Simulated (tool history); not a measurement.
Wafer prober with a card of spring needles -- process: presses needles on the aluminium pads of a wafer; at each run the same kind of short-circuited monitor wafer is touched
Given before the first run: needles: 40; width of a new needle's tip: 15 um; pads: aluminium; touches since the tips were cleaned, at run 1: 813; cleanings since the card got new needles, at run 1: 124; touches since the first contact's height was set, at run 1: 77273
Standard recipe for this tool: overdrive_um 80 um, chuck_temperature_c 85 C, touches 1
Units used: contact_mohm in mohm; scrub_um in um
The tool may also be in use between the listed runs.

run   hour  overdrive_um  chuck_temperature_c  touches  touches since the tips were cleaned  cleanings since the card got new needles  touches since the first contact's height was set  contact_mohm  scrub_um
  1    0.0            80                   85        1                                  813                                       124                                             77273           224     10.14
       2.6  -- tips cleaned on abrasive film
       6.6  -- tips cleaned on abrasive film
       9.5  -- height of the first contact set anew
      10.5  -- tips cleaned on abrasive film
      14.7  -- tips cleaned on abrasive film
  2   15.5            80                   85        1                                  360                                       128                                              2719           222     10.10
      18.6  -- tips cleaned on abrasive film
      23.0  -- tips cleaned on abrasive film
  3   24.1            80                   85        1                                  505                                       130                                              6683           221     10.10
      27.2  -- tips cleaned on abrasive film
      31.1  -- tips cleaned on abrasive film
  4   31.1            80                   85        1                                    0                                       132                                              9903           223     10.10
      35.5  -- tips cleaned on abrasive film
      39.3  -- tips cleaned on abrasive film
  5   39.3            68                   85        1                                    0                                       134                                             13704           225      8.62
      42.9  -- tips cleaned on abrasive film
      47.1  -- tips cleaned on abrasive film
  6   47.3            68                   85        1                                  109                                       136                                             17379           230      8.55
      50.7  -- tips cleaned on abrasive film
      55.1  -- tips cleaned on abrasive film
      59.2  -- tips cleaned on abrasive film
  7   59.2            68                   85        1                                    0                                       139                                             22877           230      8.53
      63.3  -- tips cleaned on abrasive film
      66.9  -- tips cleaned on abrasive film
  8   67.7            80                   85        1                                  371                                       141                                             26769           223     10.06
      71.1  -- tips cleaned on abrasive film
      75.5  -- tips cleaned on abrasive film
  9   76.5            80                   85        2                                  459                                       143                                             30848           223     10.07
      79.2  -- tips cleaned on abrasive film
      83.7  -- tips cleaned on abrasive film
      87.9  -- tips cleaned on abrasive film
 10   87.9            80                   76        1                                    0                                       146                                             36068           218     10.06
      92.1  -- tips cleaned on abrasive film
      96.1  -- tips cleaned on abrasive film
     100.2  -- tips cleaned on abrasive film
 11  100.2            80                   76        1                                    0                                       149                                             41737           222     10.05
     104.6  -- tips cleaned on abrasive film
     108.8  -- tips cleaned on abrasive film
     113.1  -- tips cleaned on abrasive film
 12  114.3            80                   85        1                                  597                                       152                                             48292           222     10.08
     116.8  -- tips cleaned on abrasive film
     120.9  -- tips cleaned on abrasive film
 13  124.0            80                   85        1                                 1435                                       154                                             52756           223     10.04
     124.9  -- tips cleaned on abrasive film
     129.0  -- tips cleaned on abrasive film
 14  132.3            80                   85        1                                 1563                                       156                                             56583           223     10.04
     133.1  -- tips cleaned on abrasive film
     137.4  -- tips cleaned on abrasive film
 15  138.8            90                  121        1                                  674                                       158                                             59586           230     11.27
     141.1  -- tips cleaned on abrasive film
     144.7  -- tips cleaned on abrasive film
     149.2  -- tips cleaned on abrasive film
 16  150.6            90                  121        1                                  678                                       161                                             65005           227     11.25
     153.3  -- tips cleaned on abrasive film
     157.6  -- tips cleaned on abrasive film
     162.1  -- tips cleaned on abrasive film
 17  162.2            86                   40        1                                   44                                       164                                             70324           213     10.70
     166.5  -- tips cleaned on abrasive film
     170.8  -- tips cleaned on abrasive film
     175.1  -- tips cleaned on abrasive film
 18  175.8            86                   78        1                                  361                                       167                                             76648           222     10.69
     179.4  -- tips cleaned on abrasive film
     183.4  -- tips cleaned on abrasive film
 19  183.4            71                   78        1                                    0                                       169                                             80110           222      8.84
     186.3  -- height of the first contact set anew
     188.1  -- tips cleaned on abrasive film
     192.3  -- tips cleaned on abrasive film
     196.6  -- tips cleaned on abrasive film
 20  198.2            94                   61        2                                  764                                       172                                              5490           211     11.72
     200.9  -- tips cleaned on abrasive film
     205.2  -- tips cleaned on abrasive film
 21  206.5            94                   61        2                                  611                                       174                                              9328           215     11.68
     209.2  -- tips cleaned on abrasive film
     213.5  -- tips cleaned on abrasive film
 22  216.7            83                   61        1                                 1522                                       176                                             14057           215     10.35
     217.7  -- tips cleaned on abrasive film
     222.2  -- tips cleaned on abrasive film
 23  225.0            83                   61        3                                 1335                                       178                                             17858           215     10.33
     225.8  -- tips cleaned on abrasive film
     230.0  -- tips cleaned on abrasive film
     234.4  -- tips cleaned on abrasive film
     238.9  -- tips cleaned on abrasive film
 24  239.1            76                  118        2                                  112                                       182                                             24350           234      9.46
     242.7  -- tips cleaned on abrasive film
     247.0  -- tips cleaned on abrasive film
     251.3  -- tips cleaned on abrasive film
 25  254.7            74                   30        2                                 1624                                       185                                             31576           212      9.21
     255.6  -- tips cleaned on abrasive film
     259.9  -- tips cleaned on abrasive film
     263.5  -- tips cleaned on abrasive film
 26  265.8            74                   37        3                                 1095                                       188                                             36669           211      9.14
     267.4  -- tips cleaned on abrasive film
     271.8  -- tips cleaned on abrasive film
     276.1  -- tips cleaned on abrasive film
 27  277.3            74                   79        1                                  583                                       191                                             41977           225      9.20

4 options for the next run, each taken on its own from the tool as it stands now. Forecast them:
     280.0  -- tips cleaned on abrasive film
     284.2  -- tips cleaned on abrasive film
  A  285.5            68                   85        1                                  619                                       193                                             45739             ?         ?
     280.0  -- tips cleaned on abrasive film
     284.2  -- tips cleaned on abrasive film
  B  285.5            87                   30        2                                  619                                       193                                             45739             ?         ?
     280.0  -- tips cleaned on abrasive film
     284.2  -- tips cleaned on abrasive film
  C  285.5            97                   79        1                                  619                                       193                                             45739             ?         ?
     280.0  -- tips cleaned on abrasive film
     284.2  -- tips cleaned on abrasive film
  D  285.5            80                   60        1                                  619                                       193                                             45739             ?         ?

run  contact_mohm  scrub_um
  A           227      8.41
  B           205     10.77
  C           215     12.03
  D           219      9.90
With the hidden condition removed and each run's random variation left untouched, the same runs would have given:
run  contact_mohm  scrub_um
  A           226      8.60
  B           205     11.02
  C           214     12.31
  D           218     10.13

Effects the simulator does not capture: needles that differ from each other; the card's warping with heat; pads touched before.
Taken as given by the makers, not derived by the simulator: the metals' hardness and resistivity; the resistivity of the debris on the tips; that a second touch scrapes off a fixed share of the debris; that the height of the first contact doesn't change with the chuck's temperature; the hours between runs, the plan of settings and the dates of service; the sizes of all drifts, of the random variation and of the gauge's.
